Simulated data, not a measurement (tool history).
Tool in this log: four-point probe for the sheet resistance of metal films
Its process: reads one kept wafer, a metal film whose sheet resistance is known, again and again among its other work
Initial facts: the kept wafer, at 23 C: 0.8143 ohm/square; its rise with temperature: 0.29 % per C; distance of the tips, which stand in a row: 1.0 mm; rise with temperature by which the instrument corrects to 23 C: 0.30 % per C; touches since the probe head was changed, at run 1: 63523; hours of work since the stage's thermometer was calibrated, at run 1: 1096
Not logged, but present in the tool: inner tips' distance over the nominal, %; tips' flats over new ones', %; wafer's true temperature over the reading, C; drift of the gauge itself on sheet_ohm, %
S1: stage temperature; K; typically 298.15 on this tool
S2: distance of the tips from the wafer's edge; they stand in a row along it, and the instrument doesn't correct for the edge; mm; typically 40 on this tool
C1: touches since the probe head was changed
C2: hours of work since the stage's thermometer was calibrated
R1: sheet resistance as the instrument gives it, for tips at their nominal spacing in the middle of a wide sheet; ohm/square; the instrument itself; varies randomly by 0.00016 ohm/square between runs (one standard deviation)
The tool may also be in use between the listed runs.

run    hour      S1  S2     C1    C2        R1
  1     0.0  298.15  40  63523  1096  0.808831
  2    93.5  298.15  40  64836  1136  0.808989
  3   179.7  298.15   9  66045  1172  0.814120
  4   301.7  298.15  40  67759  1224  0.808915
  5   378.6  303.15  40  68838  1257  0.808685
  6   453.6  303.15  40  69893  1288  0.808563
  7   579.6  303.15  40  71662  1342  0.808633
  8   669.9  298.15  40  72930  1380  0.808903
  9   724.1  298.15  43  73690  1403  0.808668
 10   847.5  298.15   5  75423  1455  0.825597
 11   954.2  298.15   5  76921  1500  0.825261
 12  1063.2  298.15   5  78453  1547  0.825707
 13  1153.2  298.15   5  79716  1585  0.825559
 14  1253.6  298.15  40  81126  1627  0.808808
 15  1362.0  298.15  40  82648  1673  0.808474
 16  1437.1  296.15   3  83704  1705  0.853638
 17  1513.2  296.15   3  84772  1737  0.853954
 18  1590.1  293.15   3  85851  1770  0.853476
 19  1648.2  303.15   3  86667  1794  0.853538
 20  1771.7  299.15   7  88402  1847  0.816771
 21  1893.3  305.15   4  90109  1898  0.834318
 22  1989.7  295.15  16  91462  1939  0.809826
 23  2082.3  295.15  16  92763  1978  0.809708
 24  2190.1  295.15  10  94278  2024  0.812293
 25  2246.0  300.15  18  95062  2047  0.809420
 26  2362.1  299.15  11  96693  2097  0.811515
 27  2430.9  299.15  11  97658  2126  0.811267
 28  2512.5  302.15  68  98804  2160  0.807909
 29  2597.6  292.15   9  99999  2196  0.813508

5 options for the next run, each taken on its own from the tool as it stands now. Forecast them:
  A  2697.4  297.15  26  101400  2238   ?
  B  2697.4  292.15  39  101400  2238   ?
  C  2697.4  302.15   3  101400  2238   ?
  D  2697.4  294.15  28  101400  2238   ?
  E  2697.4  292.15   9  101400  2238   ?

run        R1
  A  0.808705
  B  0.808349
  C  0.853233
  D  0.808400
  E  0.813145
With the hidden condition removed and each run's random variation left untouched, the same runs would have given:
run        R1
  A  0.815140
  B  0.814764
  C  0.860003
  D  0.814822
  E  0.819595
